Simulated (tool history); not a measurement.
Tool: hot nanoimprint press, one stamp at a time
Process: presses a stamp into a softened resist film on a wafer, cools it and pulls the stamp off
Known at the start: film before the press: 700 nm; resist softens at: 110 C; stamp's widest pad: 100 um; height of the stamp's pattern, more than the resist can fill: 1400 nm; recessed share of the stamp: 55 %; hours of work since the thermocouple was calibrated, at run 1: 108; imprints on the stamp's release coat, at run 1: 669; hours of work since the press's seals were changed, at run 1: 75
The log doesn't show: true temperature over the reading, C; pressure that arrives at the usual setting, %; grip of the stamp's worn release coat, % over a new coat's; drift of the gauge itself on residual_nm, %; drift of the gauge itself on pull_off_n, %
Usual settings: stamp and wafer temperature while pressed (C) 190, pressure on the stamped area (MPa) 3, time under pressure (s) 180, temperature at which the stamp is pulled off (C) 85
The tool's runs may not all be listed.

run   hour  stamp and wafer temperature while pressed (C)  pressure on the stamped area (MPa)  time under pressure (s)  temperature at which the stamp is pulled off (C)  hours of work since the thermocouple was calibrated  imprints on the stamp's release coat  hours of work since the press's seals were changed  resist left under the stamp's widest pad (Å)  greatest force while the stamp is pulled off (N)
  1      0                                            190                                   3                      180                                                85                                                  108                                   669                                                  75                                          3864                                               119
  2   15.3                                            190                                   3                      180                                                85                                                  116                                   705                                                  82                                          3872                                               117
  3   26.3                                            190                                   3                      180                                                85                                                  122                                   731                                                  88                                          3824                                               118
  4   52.7                                            190                                   3                      180                                                92                                                  135                                   794                                                 101                                          3879                                               106
  5   64.6                                            190                                   3                      180                                                92                                                  141                                   822                                                 107                                          3816                                               107
  6     80                                            190                                   3                      180                                                92                                                  149                                   858                                                 115                                          3813                                               105
  7   96.2                                            190                                   3                      180                                                92                                                  157                                   896                                                 123                                          3832                                               108
  8  107.7                                            190                                1.83                      180                                                85                                                  163                                   923                                                 129                                          4560                                               126
  9  128.7                                            190                                1.83                      180                                                85                                                  174                                   973                                                 140                                          4520                                               126
 10  144.5                                            190                                   3                      180                                                85                                                  182                                  1010                                                 148                                          3894                                               128
     156.8  -- stamp cleaned and given a new release coat
 11  168.1                                            190                                3.29                      180                                                85                                                  190                                    27                                                 157                                          3747                                                96
 12  186.9                                            190                                3.29                      180                                                85                                                  200                                    71                                                 166                                          3726                                                96
 13  211.1                                            190                                3.29                      180                                                85                                                  212                                   128                                                 178                                          3750                                                97
     216.6  -- plate thermocouple calibrated
 14  226.9                                            190                                   3                      180                                                85                                                    5                                   158                                                 185                                          3921                                               100
 15  237.8                                            190                                   3                      180                                                85                                                   11                                   184                                                 190                                          3907                                               103
 16  253.9                                            190                                   3                      180                                                85                                                   19                                   222                                                 198                                          3899                                               104
 17  273.1                                            190                                1.83                      117                                                85                                                   29                                   267                                                 208                                          5140                                               102
 18  292.2                                            190                                1.83                      117                                                85                                                   38                                   312                                                 218                                          5205                                               106
 19  308.7                                            194                                   3                      292                                                70                                                   47                                   351                                                 226                                          2935                                               138
     313.2  -- plate thermocouple calibrated, once more
 20  332.8                                            194                                   3                      292                                                70                                                   10                                   401                                                 237                                          2854                                               135
 21  355.7                                            200                                2.55                      259                                                85                                                   21                                   455                                                 248                                          2716                                               111
 22  377.6                                            180                                1.84                      104                                                72                                                   33                                   507                                                 259                                          5923                                               134
 23  397.7                                            198                                2.83                      170                                                85                                                   43                                   554                                                 270                                          3260                                               116
 24  420.8                                            191                                4.04                      180                                                74                                                   54                                   609                                                 281                                          3326                                               136
 25  441.6                                            191                                4.04                      180                                                74                                                   65                                   658                                                 292                                          3350                                               135
 26  455.1                                            188                                3.67                      125                                                74                                                   72                                   690                                                 299                                          4250                                               137
 27  467.3                                            183                                 4.2                      177                                                82                                                   78                                   719                                                 305                                          4138                                               126
 28  487.6                                            190                                 4.2                      177                                                71                                                   88                                   766                                                 315                                          3417                                               149
 29  507.2                                            188                                4.45                       96                                                87                                                   98                                   813                                                 325                                          4351                                               119
 30  520.3                                            188                                2.45                       96                                                87                                                  105                                   844                                                 332                                          5143                                               117
 31  543.3                                            190                                   3                      110                                                85                                                  116                                   898                                                 343                                          4517                                               124

Forecast each of these 3 alternatives for the next run:
  A  566.8                                            191                                   3                      110                                                85                                                  128                                   953                                                 355                                             ?                                                 ?
  B  566.8                                            200                                   3                      180                                                93                                                  128                                   953                                                 355                                             ?                                                 ?
  C  566.8                                            188                                2.65                      110                                                93                                                  128                                   953                                                 355                                             ?                                                 ?

run  resist left under the stamp's widest pad (Å)  greatest force while the stamp is pulled off (N)
  A                                          4395                                               126
  B                                          2993                                               106
  C                                          4945                                               107
Without the tool's hidden state the same runs would have given:
run  resist left under the stamp's widest pad (Å)  greatest force while the stamp is pulled off (N)
  A                                          4329                                                92
  B                                          2936                                                77
  C                                          4884                                                78
